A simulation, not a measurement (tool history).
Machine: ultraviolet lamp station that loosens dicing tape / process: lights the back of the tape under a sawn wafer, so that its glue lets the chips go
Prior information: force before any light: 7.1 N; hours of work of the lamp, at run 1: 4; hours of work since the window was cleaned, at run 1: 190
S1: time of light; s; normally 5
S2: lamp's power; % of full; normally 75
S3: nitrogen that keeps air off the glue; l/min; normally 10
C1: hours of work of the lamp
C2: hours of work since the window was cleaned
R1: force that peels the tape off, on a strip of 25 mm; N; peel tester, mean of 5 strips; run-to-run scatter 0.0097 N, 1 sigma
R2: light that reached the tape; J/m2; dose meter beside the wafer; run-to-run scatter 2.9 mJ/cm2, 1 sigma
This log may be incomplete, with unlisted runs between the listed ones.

{"run": 1, "hour": 0.0, "S1": 5, "S2": 75, "S3": 10, "C1": 4, "C2": 190, "R1": 0.486, "R2": 3690}
{"run": 2, "hour": 9.0, "S1": 5, "S2": 75, "S3": 10, "C1": 8, "C2": 195, "R1": 0.481, "R2": 3740}
{"run": 3, "hour": 15.7, "S1": 5, "S2": 75, "S3": 10, "C1": 11, "C2": 198, "R1": 0.504, "R2": 3690}
{"run": 4, "hour": 21.9, "S1": 5, "S2": 75, "S3": 10, "C1": 14, "C2": 201, "R1": 0.518, "R2": 3690}
{"run": 5, "hour": 31.4, "S1": 5, "S2": 75, "S3": 10, "C1": 19, "C2": 206, "R1": 0.521, "R2": 3650}
{"run": 6, "hour": 40.1, "S1": 5, "S2": 75, "S3": 10, "C1": 23, "C2": 210, "R1": 0.531, "R2": 3690}
{"run": 7, "hour": 44.7, "S1": 5, "S2": 75, "S3": 10, "C1": 25, "C2": 212, "R1": 0.527, "R2": 3670}
{"run": 8, "hour": 51.3, "S1": 5, "S2": 75, "S3": 10, "C1": 29, "C2": 216, "R1": 0.519, "R2": 3660}
{"run": 9, "hour": 59.6, "S1": 7, "S2": 75, "S3": 10, "C1": 33, "C2": 220, "R1": 0.291, "R2": 5120}
{"run": 10, "hour": 68.0, "S1": 7, "S2": 75, "S3": 10, "C1": 37, "C2": 224, "R1": 0.266, "R2": 5140}
{"run": 11, "hour": 76.3, "S1": 7, "S2": 75, "S3": 10, "C1": 41, "C2": 228, "R1": 0.283, "R2": 5110}
{"run": 12, "hour": 86.7, "S1": 6, "S2": 75, "S3": 10, "C1": 46, "C2": 233, "R1": 0.364, "R2": 4400}
{"run": 13, "hour": 96.1, "S1": 5, "S2": 75, "S3": 10, "C1": 51, "C2": 237, "R1": 0.532, "R2": 3620}
{"run": 14, "hour": 103.7, "S1": 5, "S2": 75, "S3": 10, "C1": 54, "C2": 241, "R1": 0.534, "R2": 3620}
{"run": 15, "hour": 114.1, "S1": 5, "S2": 75, "S3": 10, "C1": 59, "C2": 246, "R1": 0.529, "R2": 3590}
{"run": 16, "hour": 120.6, "S1": 5, "S2": 75, "S3": 10, "C1": 63, "C2": 249, "R1": 0.538, "R2": 3630}
{"run": 17, "hour": 127.7, "S1": 5, "S2": 75, "S3": 10, "C1": 66, "C2": 253, "R1": 0.553, "R2": 3570}
{"run": 18, "hour": 135.8, "S1": 5, "S2": 75, "S3": 10, "C1": 70, "C2": 257, "R1": 0.54, "R2": 3610}
{"run": 19, "hour": 145.5, "S1": 5, "S2": 75, "S3": 10, "C1": 75, "C2": 262, "R1": 0.531, "R2": 3570}
{"run": 20, "hour": 152.8, "S1": 5, "S2": 75, "S3": 10, "C1": 78, "C2": 265, "R1": 0.524, "R2": 3580}
{"run": 21, "hour": 162.9, "S1": 10, "S2": 75, "S3": 9, "C1": 83, "C2": 270, "R1": 0.204, "R2": 7100}
{"run": 22, "hour": 168.7, "S1": 3, "S2": 75, "S3": 12, "C1": 86, "C2": 273, "R1": 1.314, "R2": 2120}
{"run": 23, "hour": 177.9, "S1": 2, "S2": 75, "S3": 4, "C1": 91, "C2": 277, "R1": 3.135, "R2": 1440}
{"hour": 179.1, "done": "window cleaned of glue's vapour"}
{"run": 24, "hour": 186.3, "S1": 2, "S2": 70, "S3": 14, "C1": 95, "C2": 4, "R1": 2.473, "R2": 1260}
{"run": 25, "hour": 190.6, "S1": 8, "S2": 62, "S3": 11, "C1": 97, "C2": 6, "R1": 0.363, "R2": 4380}
{"run": 26, "hour": 200.8, "S1": 4, "S2": 93, "S3": 3, "C1": 102, "C2": 11, "R1": 1.125, "R2": 3290}
{"run": 27, "hour": 208.1, "S1": 4, "S2": 73, "S3": 5, "C1": 105, "C2": 14, "R1": 1.404, "R2": 2560}
{"run": 28, "hour": 215.3, "S1": 4, "S2": 73, "S3": 5, "C1": 109, "C2": 18, "R1": 1.32, "R2": 2540}
{"run": 29, "hour": 223.9, "S1": 2, "S2": 73, "S3": 6, "C1": 113, "C2": 22, "R1": 2.867, "R2": 1280}
{"hour": 227.2, "done": "window cleaned of glue's vapour, once more"}
{"run": 30, "hour": 232.7, "S1": 2, "S2": 73, "S3": 6, "C1": 117, "C2": 3, "R1": 2.412, "R2": 1580}
{"run": 31, "hour": 237.4, "S1": 2, "S2": 62, "S3": 6, "C1": 119, "C2": 5, "R1": 2.871, "R2": 1310}
{"run": 32, "hour": 246.8, "S1": 4, "S2": 79, "S3": 4, "C1": 124, "C2": 10, "R1": 0.976, "R2": 3360}
{"run": 33, "hour": 256.4, "S1": 4, "S2": 79, "S3": 4, "C1": 129, "C2": 14, "R1": 0.969, "R2": 3330}
{"run": 34, "hour": 265.2, "S1": 4, "S2": 79, "S3": 4, "C1": 133, "C2": 19, "R1": 0.991, "R2": 3370}
{"run": 35, "hour": 272.2, "S1": 3, "S2": 83, "S3": 4, "C1": 136, "C2": 22, "R1": 1.414, "R2": 2620}
{"run": 36, "hour": 277.0, "S1": 3, "S2": 83, "S3": 4, "C1": 139, "C2": 24, "R1": 1.466, "R2": 2620}
{"run": 37, "hour": 282.8, "S1": 3, "S2": 85, "S3": 5, "C1": 142, "C2": 27, "R1": 1.271, "R2": 2690}
{"run": 38, "hour": 291.6, "S1": 6, "S2": 83, "S3": 3, "C1": 146, "C2": 32, "R1": 0.472, "R2": 5260}
{"run": 39, "hour": 301.3, "S1": 6, "S2": 83, "S3": 3, "C1": 151, "C2": 36, "R1": 0.499, "R2": 5270}

Alternative continuations, all from the tool just after run 39; predict every row:
{"run": "A", "hour": 309.3, "S1": 9, "S2": 75, "S3": 10, "C1": 154, "C2": 40, "R1": "?", "R2": "?"}
{"run": "B", "hour": 309.3, "S1": 6, "S2": 82, "S3": 17, "C1": 154, "C2": 40, "R1": "?", "R2": "?"}
{"run": "C", "hour": 309.3, "S1": 4, "S2": 87, "S3": 10, "C1": 154, "C2": 40, "R1": "?", "R2": "?"}
{"run": "D", "hour": 309.3, "S1": 7, "S2": 62, "S3": 4, "C1": 154, "C2": 40, "R1": "?", "R2": "?"}

run=A R1=0.2 R2=6990
run=B R1=0.235 R2=5090
run=C R1=0.508 R2=3660
run=D R1=0.559 R2=4500
With the hidden condition removed and each run's random variation left untouched, the same runs would have given:
run=A R1=0.194 R2=7330
run=B R1=0.222 R2=5340
run=C R1=0.462 R2=3840
run=D R1=0.51 R2=4720

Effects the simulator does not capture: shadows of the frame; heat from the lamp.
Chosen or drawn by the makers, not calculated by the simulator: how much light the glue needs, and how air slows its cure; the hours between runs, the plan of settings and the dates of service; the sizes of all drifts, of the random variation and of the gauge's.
